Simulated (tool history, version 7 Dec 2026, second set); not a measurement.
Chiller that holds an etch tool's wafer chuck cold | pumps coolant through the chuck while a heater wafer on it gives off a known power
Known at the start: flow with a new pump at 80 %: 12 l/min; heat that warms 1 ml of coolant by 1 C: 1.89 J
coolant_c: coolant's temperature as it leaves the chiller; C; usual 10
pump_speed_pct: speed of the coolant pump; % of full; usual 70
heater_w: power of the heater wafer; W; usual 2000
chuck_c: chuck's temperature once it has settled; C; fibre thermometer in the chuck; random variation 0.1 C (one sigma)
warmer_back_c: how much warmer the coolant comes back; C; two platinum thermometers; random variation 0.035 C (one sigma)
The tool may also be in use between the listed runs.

| run | hour | coolant_c | pump_speed_pct | heater_w | chuck_c | warmer_back_c |
|---|---|---|---|---|---|---|
| 1 | 0.0 | 10 | 70 | 2000 | 39.9 | 6.78 |
| 2 | 41.5 | 10 | 70 | 2000 | 39.7 | 6.80 |
| 3 | 99.2 | 12 | 70 | 2000 | 41.9 | 6.84 |
| 4 | 137.4 | 12 | 70 | 2000 | 41.9 | 6.83 |
| 5 | 190.1 | 12 | 70 | 2000 | 42.2 | 6.78 |
| 6 | 261.6 | 10 | 70 | 2000 | 40.3 | 6.76 |
| 7 | 330.4 | 10 | 70 | 2000 | 40.3 | 6.85 |
| 8 | 373.2 | 10 | 70 | 2000 | 40.5 | 6.85 |
| 9 | 424.2 | 10 | 70 | 1365 | 30.8 | 4.68 |
| 10 | 499.8 | 10 | 90 | 2000 | 36.5 | 5.17 |
| 11 | 537.5 | 10 | 76 | 2000 | 39.2 | 6.30 |
| 12 | 579.6 | 10 | 85 | 2000 | 37.6 | 5.51 |
| 13 | 657.3 | 10 | 76 | 2000 | 39.5 | 6.32 |
| 14 | 728.5 | 10 | 70 | 2000 | 40.8 | 6.91 |
| 15 | 807.2 | 10 | 69 | 2000 | 41.4 | 7.07 |
| 16 | 874.4 | 10 | 69 | 2000 | 41.4 | 7.11 |
| 17 | 951.0 | 0 | 69 | 2000 | 31.7 | 7.09 |
| 18 | 998.1 | 10 | 92 | 2000 | 37.0 | 5.07 |
| 19 | 1066.8 | 5 | 70 | 1977 | 36.2 | 6.90 |
| 20 | 1140.3 | 17 | 88 | 2729 | 54.9 | 7.27 |
| 21 | 1200.6 | 13 | 72 | 1311 | 33.7 | 4.44 |
| 22 | 1279.3 | 1 | 96 | 2293 | 31.6 | 5.65 |
| 23 | 1327.5 | 6 | 96 | 2293 | 36.8 | 5.59 |
| 24 | 1387.8 | 10 | 93 | 2027 | 37.9 | 5.20 |
| 25 | 1422.6 | 7 | 70 | 1071 | 24.5 | 3.80 |
| 26 | 1471.4 | 7 | 95 | 1435 | 26.7 | 3.55 |
| 27 | 1541.8 | 7 | 95 | 1435 | 26.8 | 3.60 |
| 28 | 1578.0 | 7 | 94 | 1320 | 25.3 | 3.32 |
| 29 | 1651.5 | 15 | 70 | 2000 | 47.7 | 7.10 |
| 30 | 1706.4 | 15 | 70 | 2000 | 47.7 | 7.17 |
| 31 | 1748.3 | 10 | 89 | 1852 | 36.7 | 5.00 |
| 32 | 1808.3 | 10 | 89 | 1852 | 36.7 | 5.07 |

The same runs without the tool's hidden state, with the same run-to-run variation:
The hidden state here: heat passed by the chuck's channels, % of clean ones'; flow at a given pump speed, % of a new pump's; coolant's true temperature over the reading, C; drift of the gauge itself on chuck_c, C; drift of the gauge itself on warmer_back_c, C.
| run | chuck_c | warmer_back_c |
|---|---|---|
| 1 | 36.4 | 6.17 |
| 2 | 36.1 | 6.18 |
| 3 | 38.2 | 6.21 |
| 4 | 38.1 | 6.19 |
| 5 | 38.4 | 6.12 |
| 6 | 36.4 | 6.10 |
| 7 | 36.2 | 6.17 |
| 8 | 36.3 | 6.16 |
| 9 | 27.8 | 4.21 |
| 10 | 32.7 | 4.63 |
| 11 | 34.9 | 5.64 |
| 12 | 33.6 | 4.92 |
| 13 | 35.1 | 5.64 |
| 14 | 36.1 | 6.15 |
| 15 | 36.5 | 6.27 |
| 16 | 36.4 | 6.31 |
| 17 | 26.5 | 6.27 |
| 18 | 32.5 | 4.47 |
| 19 | 30.9 | 6.08 |
| 20 | 48.4 | 6.38 |
| 21 | 30.0 | 3.90 |
| 22 | 26.1 | 4.95 |
| 23 | 31.2 | 4.88 |
| 24 | 32.7 | 4.54 |
| 25 | 21.1 | 3.31 |
| 26 | 22.8 | 3.09 |
| 27 | 22.9 | 3.12 |
| 28 | 21.6 | 2.88 |
| 29 | 41.3 | 6.14 |
| 30 | 41.2 | 6.19 |
| 31 | 31.2 | 4.31 |
| 32 | 31.2 | 4.36 |

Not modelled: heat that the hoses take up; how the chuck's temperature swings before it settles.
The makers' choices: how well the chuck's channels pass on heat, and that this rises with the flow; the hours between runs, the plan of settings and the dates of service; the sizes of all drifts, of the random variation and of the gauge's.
